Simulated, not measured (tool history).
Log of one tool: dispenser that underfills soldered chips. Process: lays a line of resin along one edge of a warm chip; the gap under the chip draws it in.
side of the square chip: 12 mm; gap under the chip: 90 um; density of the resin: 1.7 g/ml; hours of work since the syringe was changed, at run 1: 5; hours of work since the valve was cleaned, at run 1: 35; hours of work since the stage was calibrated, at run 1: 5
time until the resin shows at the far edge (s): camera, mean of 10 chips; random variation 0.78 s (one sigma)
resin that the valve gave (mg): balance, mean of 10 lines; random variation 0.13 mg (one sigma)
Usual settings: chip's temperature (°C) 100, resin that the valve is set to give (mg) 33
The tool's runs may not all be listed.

run	hour	chip's temperature (°C)	resin that the valve is set to give (mg)	hours of work since the syringe was changed	hours of work since the valve was cleaned	hours of work since the stage was calibrated	time until the resin shows at the far edge (s)	resin that the valve gave (mg)
1	0	100	33	5	35	5	102	31.89
# hour 2: new syringe of resin
2	3.5	98	33	1	37	7	86.4	31.63
3	7.3	100	33	4	40	10	97.4	31.83
4	10	100	33.2	6	42	11	111.5	31.57
# hour 10.8: new syringe of resin
5	12.8	103	33.2	1	44	13	70.5	31.82
6	17.2	103	33.2	4	47	16	88.7	31.63
# hour 19.5: new syringe of resin
7	21.6	103	33.2	1	50	19	70.5	31.63
8	25.9	103	33.2	4	53	22	88.4	31.2
# hour 28.1: new syringe of resin
9	30.3	103	33.2	2	56	25	71.4	31.17
10	33.4	103	33.2	4	58	27	83.5	31.35
11	35.8	100	30.2	5	59	29	109.6	28.31
# hour 36.8: new syringe of resin
12	41.6	100	30.2	3	63	33	94.6	28.04
# hour 45.6: new syringe of resin
13	46.6	100	30.2	1	67	36	79.2	28.21
14	51.9	100	30.2	4	70	40	103.6	27.86
# hour 53.6: dispensing valve cleaned and set on the balance
# hour 55.5: new syringe of resin
15	55.7	100	30.2	0	1	41	75	30.02
16	60.2	100	33.7	3	4	45	92.5	33.48
# hour 64.1: new syringe of resin
17	64.9	100	33.7	1	8	48	73.6	33.14
18	69.9	100	33	4	11	51	97.9	32.72
# hour 72.6: new syringe of resin
19	73.8	100	33	1	14	54	73.9	32.49
20	77.9	100	35.5	4	16	56	92.2	34.79
21	80.3	100	35.5	5	18	58	106.6	35.03
# hour 81.2: new syringe of resin
22	84.8	95	41.1	3	21	61	105.7	40.45
23	88.6	109	40	5	24	64	69.5	39.15
# hour 89.9: new syringe of resin
24	91.6	109	40	1	26	66	50.9	39.03
25	96.7	100	40.1	5	29	69	101.4	38.86
# hour 98.5: new syringe of resin
26	101.9	95	38.4	2	33	73	103.6	37.13
27	105.8	95	38.4	5	35	75	130.1	37.23
# hour 107.2: new syringe of resin
28	108.6	102	41.1	1	37	77	70.8	39.63
29	113.7	100	42.1	5	41	81	98.3	40.59
# hour 115.7: new syringe of resin
30	117	105	30.6	1	43	83	64.4	29.27
31	121.9	113	34.6	4	46	86	56.9	32.93
# hour 124.5: new syringe of resin
32	125.7	113	34.6	1	49	89	43.5	32.59
33	130.5	113	34.6	4	52	92	55.6	32.91
# hour 133: new syringe of resin
34	135.2	92	41.9	2	55	95	109	39.58
35	138.2	92	41.9	4	57	97	127.5	39.61
36	140.5	88	36.9	5	59	99	176.7	34.47
# hour 141.6: new syringe of resin
37	145.5	88	36.9	3	62	102	146.8	34.56

Forecast each of these 3 alternatives for the next run:
A	147.9	93	42	4	64	104	?	?
B	147.9	106	30.8	4	64	104	?	?
C	147.9	86	36.9	4	64	104	?	?

run	time until the resin shows at the far edge (s)	resin that the valve gave (mg)
A	131.8	39.66
B	79.3	28.75
C	182.5	34.77
Without the tool's hidden state the same runs would have given:
run	time until the resin shows at the far edge (s)	resin that the valve gave (mg)
A	96.4	42.34
B	57.2	30.7
C	133	37.13

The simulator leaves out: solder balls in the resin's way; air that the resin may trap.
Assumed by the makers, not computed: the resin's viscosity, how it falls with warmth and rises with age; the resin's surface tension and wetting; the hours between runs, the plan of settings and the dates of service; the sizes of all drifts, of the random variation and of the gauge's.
